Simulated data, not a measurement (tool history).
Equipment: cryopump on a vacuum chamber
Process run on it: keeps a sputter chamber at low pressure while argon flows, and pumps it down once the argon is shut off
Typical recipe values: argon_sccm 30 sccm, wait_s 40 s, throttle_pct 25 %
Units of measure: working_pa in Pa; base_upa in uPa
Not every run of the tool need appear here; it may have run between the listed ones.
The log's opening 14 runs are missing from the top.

run,hour,argon_sccm,wait_s,throttle_pct,working_pa,base_upa
15,407.9,13,40,25,0.098,3.61
16,451.4,13,40,25,0.0985,3.64
17,493.2,13,40,25,0.0979,3.57
18,531.6,13,40,24,0.1038,3.73
19,550.6,13,40,24,0.1028,3.56
20,570.5,15,40,20,0.1431,3.56
21,595.9,27,37,41,0.1284,3.97
22,631.6,27,37,41,0.1293,3.84
23,658,52,83,37,0.2717,2.84
24,698.8,52,83,37,0.2735,2.84
25,740.1,16,83,37,0.085,2.87
26,763.3,16,83,37,0.0846,2.87
27,799.9,30,234,17,0.3325,2.32
28,821.3,37,166,43,0.1694,2.47
29,850.7,37,113,43,0.1717,2.69
30,891.7,45,113,37,0.2385,2.66
31,918.8,45,113,37,0.2393,2.66
32,954.8,23,179,54,0.0868,2.47
33,986.5,24,58,26,0.1787,3.29
34,1017.1,30,205,56,0.1079,2.44
35,1041.9,31,94,22,0.2711,2.9

Here are 3 independent what-if runs from the current tool condition. What would each one return?
A,1069.2,31,60,22,?,?
B,1069.2,31,29,24,?,?
C,1069.2,30,29,25,?,?

run,working_pa,base_upa
A,0.2695,3.33
B,0.2496,4.62
C,0.23,4.6
Had the tool no hidden state, the same runs would have come out as:
run,working_pa,base_upa
A,0.2581,1.5
B,0.2382,2.78
C,0.219,2.77
